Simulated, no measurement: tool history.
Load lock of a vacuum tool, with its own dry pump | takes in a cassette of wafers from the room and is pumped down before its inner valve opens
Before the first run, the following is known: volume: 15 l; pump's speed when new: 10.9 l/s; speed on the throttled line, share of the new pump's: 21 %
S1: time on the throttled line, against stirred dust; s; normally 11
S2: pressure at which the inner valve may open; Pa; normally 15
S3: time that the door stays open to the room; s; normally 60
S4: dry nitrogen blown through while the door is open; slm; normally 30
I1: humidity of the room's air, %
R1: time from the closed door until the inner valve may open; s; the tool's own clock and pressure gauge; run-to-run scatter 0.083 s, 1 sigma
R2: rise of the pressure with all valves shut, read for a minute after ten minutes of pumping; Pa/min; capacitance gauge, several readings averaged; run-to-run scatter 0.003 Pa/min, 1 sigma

{"run": 1, "hour": 0.0, "S1": 11, "S2": 15, "S3": 60, "S4": 30, "I1": 43.4, "R1": 21.2, "R2": 0.362}
{"run": 2, "hour": 170.8, "S1": 11, "S2": 15, "S3": 60, "S4": 30, "I1": 44.0, "R1": 21.26, "R2": 0.364}
{"run": 3, "hour": 362.6, "S1": 11, "S2": 15, "S3": 60, "S4": 30, "I1": 45.9, "R1": 21.22, "R2": 0.375}
{"run": 4, "hour": 544.1, "S1": 11, "S2": 15, "S3": 26, "S4": 30, "I1": 44.7, "R1": 21.19, "R2": 0.372}
{"run": 5, "hour": 837.2, "S1": 11, "S2": 15, "S3": 26, "S4": 30, "I1": 47.2, "R1": 21.12, "R2": 0.39}
{"run": 6, "hour": 1141.4, "S1": 11, "S2": 15, "S3": 26, "S4": 30, "I1": 48.9, "R1": 21.28, "R2": 0.411}
{"run": 7, "hour": 1351.9, "S1": 11, "S2": 15, "S3": 26, "S4": 30, "I1": 45.5, "R1": 21.3, "R2": 0.423}
{"run": 8, "hour": 1599.6, "S1": 11, "S2": 15, "S3": 26, "S4": 30, "I1": 45.8, "R1": 21.39, "R2": 0.439}
{"run": 9, "hour": 1952.5, "S1": 11, "S2": 15, "S3": 46, "S4": 30, "I1": 49.8, "R1": 21.5, "R2": 0.479}
{"hour": 2007.5, "done": "door's seal changed, seat wiped"}
{"run": 10, "hour": 2295.6, "S1": 11, "S2": 15, "S3": 46, "S4": 30, "I1": 41.3, "R1": 21.47, "R2": 0.045}
{"run": 11, "hour": 2635.7, "S1": 7, "S2": 15, "S3": 46, "S4": 30, "I1": 46.5, "R1": 18.51, "R2": 0.059}
{"run": 12, "hour": 2906.8, "S1": 11, "S2": 12, "S3": 60, "S4": 30, "I1": 45.4, "R1": 21.97, "R2": 0.066}
{"run": 13, "hour": 3148.8, "S1": 11, "S2": 12, "S3": 60, "S4": 30, "I1": 46.5, "R1": 21.84, "R2": 0.074}
{"run": 14, "hour": 3395.7, "S1": 11, "S2": 12, "S3": 60, "S4": 30, "I1": 45.4, "R1": 21.95, "R2": 0.079}
{"run": 15, "hour": 3554.2, "S1": 11, "S2": 12, "S3": 60, "S4": 30, "I1": 46.5, "R1": 21.94, "R2": 0.075}
{"run": 16, "hour": 3871.4, "S1": 11, "S2": 12, "S3": 60, "S4": 30, "I1": 45.6, "R1": 22.09, "R2": 0.088}
{"run": 17, "hour": 4059.0, "S1": 11, "S2": 12, "S3": 60, "S4": 30, "I1": 43.3, "R1": 22.02, "R2": 0.088}
{"run": 18, "hour": 4424.4, "S1": 11, "S2": 12, "S3": 60, "S4": 30, "I1": 42.6, "R1": 22.0, "R2": 0.096}
{"run": 19, "hour": 4679.5, "S1": 11, "S2": 12, "S3": 60, "S4": 30, "I1": 45.9, "R1": 22.09, "R2": 0.103}
{"run": 20, "hour": 5017.6, "S1": 22, "S2": 15, "S3": 168, "S4": 12, "I1": 45.5, "R1": 30.21, "R2": 0.172}
{"run": 21, "hour": 5253.4, "S1": 11, "S2": 21, "S3": 60, "S4": 30, "I1": 47.4, "R1": 21.38, "R2": 0.118}
{"run": 22, "hour": 5542.4, "S1": 11, "S2": 27, "S3": 60, "S4": 21, "I1": 44.7, "R1": 21.11, "R2": 0.131}
{"run": 23, "hour": 5710.9, "S1": 11, "S2": 27, "S3": 60, "S4": 21, "I1": 48.0, "R1": 21.07, "R2": 0.14}
{"run": 24, "hour": 6027.2, "S1": 11, "S2": 27, "S3": 60, "S4": 21, "I1": 46.5, "R1": 21.28, "R2": 0.152}
{"run": 25, "hour": 6218.5, "S1": 11, "S2": 21, "S3": 60, "S4": 30, "I1": 44.0, "R1": 21.44, "R2": 0.148}
{"run": 26, "hour": 6575.6, "S1": 11, "S2": 21, "S3": 60, "S4": 30, "I1": 44.8, "R1": 21.6, "R2": 0.166}
{"run": 27, "hour": 6770.2, "S1": 11, "S2": 21, "S3": 60, "S4": 30, "I1": 49.5, "R1": 21.45, "R2": 0.17}
{"run": 28, "hour": 6940.9, "S1": 11, "S2": 21, "S3": 60, "S4": 30, "I1": 42.7, "R1": 21.56, "R2": 0.167}
{"run": 29, "hour": 7173.3, "S1": 12, "S2": 13, "S3": 60, "S4": 30, "I1": 43.5, "R1": 23.03, "R2": 0.179}
{"run": 30, "hour": 7348.3, "S1": 11, "S2": 15, "S3": 60, "S4": 8, "I1": 45.6, "R1": 22.1, "R2": 0.211}
{"run": 31, "hour": 7569.2, "S1": 11, "S2": 15, "S3": 60, "S4": 8, "I1": 43.8, "R1": 22.24, "R2": 0.219}
{"hour": 7939.8, "done": "dry pump taken out, an overhauled one fitted"}
{"run": 32, "hour": 7939.8, "S1": 9, "S2": 15, "S3": 30, "S4": 6, "I1": 46.2, "R1": 19.29, "R2": 0.221}
{"run": 33, "hour": 8104.6, "S1": 7, "S2": 15, "S3": 30, "S4": 16, "I1": 44.9, "R1": 17.59, "R2": 0.221}
{"run": 34, "hour": 8403.4, "S1": 11, "S2": 15, "S3": 60, "S4": 10, "I1": 43.9, "R1": 20.79, "R2": 0.259}
{"run": 35, "hour": 8744.0, "S1": 13, "S2": 15, "S3": 60, "S4": 30, "I1": 43.4, "R1": 22.49, "R2": 0.253}
{"run": 36, "hour": 9114.7, "S1": 13, "S2": 15, "S3": 60, "S4": 30, "I1": 45.6, "R1": 22.38, "R2": 0.268}
{"run": 37, "hour": 9445.7, "S1": 13, "S2": 15, "S3": 60, "S4": 5, "I1": 46.7, "R1": 22.59, "R2": 0.319}
{"run": 38, "hour": 9720.6, "S1": 13, "S2": 12, "S3": 120, "S4": 5, "I1": 43.0, "R1": 23.03, "R2": 0.366}

Run by run, hidden condition taken away, random variation retained:
The hidden state here: pump's speed, % of a new pump's; leak at the door's seal, Pa l/s; drift of the gauge itself on ready_s, %; drift of the gauge itself on rise_pa_min, %.
run=1 R1=20.86 R2=0.052
run=2 R1=20.89 R2=0.049
run=3 R1=20.83 R2=0.048
run=4 R1=20.78 R2=0.036
run=5 R1=20.67 R2=0.037
run=6 R1=20.79 R2=0.035
run=7 R1=20.78 R2=0.033
run=8 R1=20.84 R2=0.031
run=9 R1=20.90 R2=0.050
run=10 R1=20.82 R2=0.037
run=11 R1=17.76 R2=0.046
run=12 R1=21.21 R2=0.049
run=13 R1=21.05 R2=0.053
run=14 R1=21.13 R2=0.053
run=15 R1=21.09 R2=0.046
run=16 R1=21.20 R2=0.052
run=17 R1=21.10 R2=0.049
run=18 R1=21.03 R2=0.049
run=19 R1=21.07 R2=0.048
run=20 R1=29.43 R2=0.110
run=21 R1=20.36 R2=0.048
run=22 R1=20.06 R2=0.055
run=23 R1=20.00 R2=0.058
run=24 R1=20.17 R2=0.061
run=25 R1=20.30 R2=0.050
run=26 R1=20.40 R2=0.054
run=27 R1=20.22 R2=0.051
run=28 R1=20.31 R2=0.043
run=29 R1=21.68 R2=0.046
run=30 R1=20.73 R2=0.070
run=31 R1=20.83 R2=0.071
run=32 R1=19.37 R2=0.055
run=33 R1=17.66 R2=0.043
run=34 R1=20.81 R2=0.066
run=35 R1=22.48 R2=0.048
run=36 R1=22.32 R2=0.045
run=37 R1=22.49 R2=0.077
run=38 R1=22.90 R2=0.107

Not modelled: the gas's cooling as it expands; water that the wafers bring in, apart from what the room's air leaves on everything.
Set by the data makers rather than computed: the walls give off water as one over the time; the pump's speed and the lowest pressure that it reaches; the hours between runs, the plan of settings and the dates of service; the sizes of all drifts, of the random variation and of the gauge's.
